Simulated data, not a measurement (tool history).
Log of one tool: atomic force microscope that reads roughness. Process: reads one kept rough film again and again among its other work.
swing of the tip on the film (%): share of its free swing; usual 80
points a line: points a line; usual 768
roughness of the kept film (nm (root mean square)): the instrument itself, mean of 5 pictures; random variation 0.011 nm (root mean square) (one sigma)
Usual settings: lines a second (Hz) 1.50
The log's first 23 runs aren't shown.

run	hour	lines a second (Hz)	swing of the tip on the film (%)	points a line	pictures with this tip	hours of work since the height scale was calibrated	roughness of the kept film (nm (root mean square))
24	336.3	1.50	70	589	296	674	1.952
25	350.2	1.50	70	589	325	685	1.902
26	360.4	3.98	74	502	346	693	1.536
27	371.7	1.50	82	522	370	701	1.700
# hour 376.3: new tip fitted
28	388.0	1.71	82	747	24	713	2.285
29	397.9	2.44	60	768	45	721	2.519
30	414.1	2.44	60	768	78	733	2.408
31	425.4	2.24	69	768	102	742	2.235
32	436.7	2.24	69	768	125	751	2.215

Run 33 comes next. What will it give?
33	454.8	2.24	69	1010	163	765	?

{"run 33": {"roughness of the kept film (nm (root mean square))": 2.142}}
Without the tool's hidden state the same run would have given roughness of the kept film (nm (root mean square)) 2.537.

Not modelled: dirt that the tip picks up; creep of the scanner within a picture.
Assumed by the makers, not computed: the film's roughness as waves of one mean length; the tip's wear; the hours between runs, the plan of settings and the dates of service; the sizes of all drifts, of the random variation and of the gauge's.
